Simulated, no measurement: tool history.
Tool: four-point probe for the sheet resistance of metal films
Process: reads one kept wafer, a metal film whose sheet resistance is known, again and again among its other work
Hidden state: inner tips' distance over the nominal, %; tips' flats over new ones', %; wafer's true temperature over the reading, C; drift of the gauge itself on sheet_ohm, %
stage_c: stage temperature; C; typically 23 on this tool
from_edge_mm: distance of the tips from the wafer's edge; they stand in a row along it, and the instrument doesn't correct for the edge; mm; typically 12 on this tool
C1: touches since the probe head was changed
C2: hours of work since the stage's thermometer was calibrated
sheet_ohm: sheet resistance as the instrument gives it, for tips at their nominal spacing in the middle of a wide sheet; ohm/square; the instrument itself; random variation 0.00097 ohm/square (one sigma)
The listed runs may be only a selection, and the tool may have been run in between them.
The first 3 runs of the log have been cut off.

{"run": 4, "hour": 66.9, "stage_c": 28, "from_edge_mm": 12, "C1": 62465, "C2": 647, "sheet_ohm": 4.887759}
{"run": 5, "hour": 105.1, "stage_c": 28, "from_edge_mm": 7, "C1": 63622, "C2": 673, "sheet_ohm": 4.943651}
{"run": 6, "hour": 139.1, "stage_c": 28, "from_edge_mm": 7, "C1": 64650, "C2": 696, "sheet_ohm": 4.942674}
{"run": 7, "hour": 177.0, "stage_c": 23, "from_edge_mm": 12, "C1": 65800, "C2": 721, "sheet_ohm": 4.876141}
{"run": 8, "hour": 215.1, "stage_c": 23, "from_edge_mm": 12, "C1": 66953, "C2": 747, "sheet_ohm": 4.874843}
{"run": 9, "hour": 249.3, "stage_c": 23, "from_edge_mm": 12, "C1": 67990, "C2": 770, "sheet_ohm": 4.874446}
{"run": 10, "hour": 270.5, "stage_c": 25, "from_edge_mm": 12, "C1": 68632, "C2": 784, "sheet_ohm": 4.880599}
{"run": 11, "hour": 302.5, "stage_c": 25, "from_edge_mm": 12, "C1": 69600, "C2": 806, "sheet_ohm": 4.880535}
{"run": 12, "hour": 332.2, "stage_c": 23, "from_edge_mm": 5, "C1": 70499, "C2": 826, "sheet_ohm": 5.007436}
{"run": 13, "hour": 351.3, "stage_c": 23, "from_edge_mm": 6, "C1": 71078, "C2": 839, "sheet_ohm": 4.962135}
{"run": 14, "hour": 374.9, "stage_c": 23, "from_edge_mm": 6, "C1": 71793, "C2": 854, "sheet_ohm": 4.958189}
{"run": 15, "hour": 405.8, "stage_c": 28, "from_edge_mm": 6, "C1": 72729, "C2": 875, "sheet_ohm": 4.973636}
{"run": 16, "hour": 429.8, "stage_c": 28, "from_edge_mm": 6, "C1": 73457, "C2": 891, "sheet_ohm": 4.972471}
{"run": 17, "hour": 450.0, "stage_c": 23, "from_edge_mm": 16, "C1": 74068, "C2": 905, "sheet_ohm": 4.862731}
{"run": 18, "hour": 481.0, "stage_c": 23, "from_edge_mm": 65, "C1": 75007, "C2": 926, "sheet_ohm": 4.847163}
{"run": 19, "hour": 502.7, "stage_c": 32, "from_edge_mm": 71, "C1": 75663, "C2": 940, "sheet_ohm": 4.869905}
{"run": 20, "hour": 529.0, "stage_c": 32, "from_edge_mm": 71, "C1": 76461, "C2": 958, "sheet_ohm": 4.870588}

Run 21, settings as shown, results not yet in. Your forecast:
{"run": 21, "hour": 554.9, "stage_c": 28, "from_edge_mm": 19, "C1": 77245, "C2": 976, "sheet_ohm": "?"}

Run 21 yielded sheet_ohm 4.870622 ohm/square.
With no hidden state in the tool, this same run would have given sheet_ohm 4.870049 ohm/square.
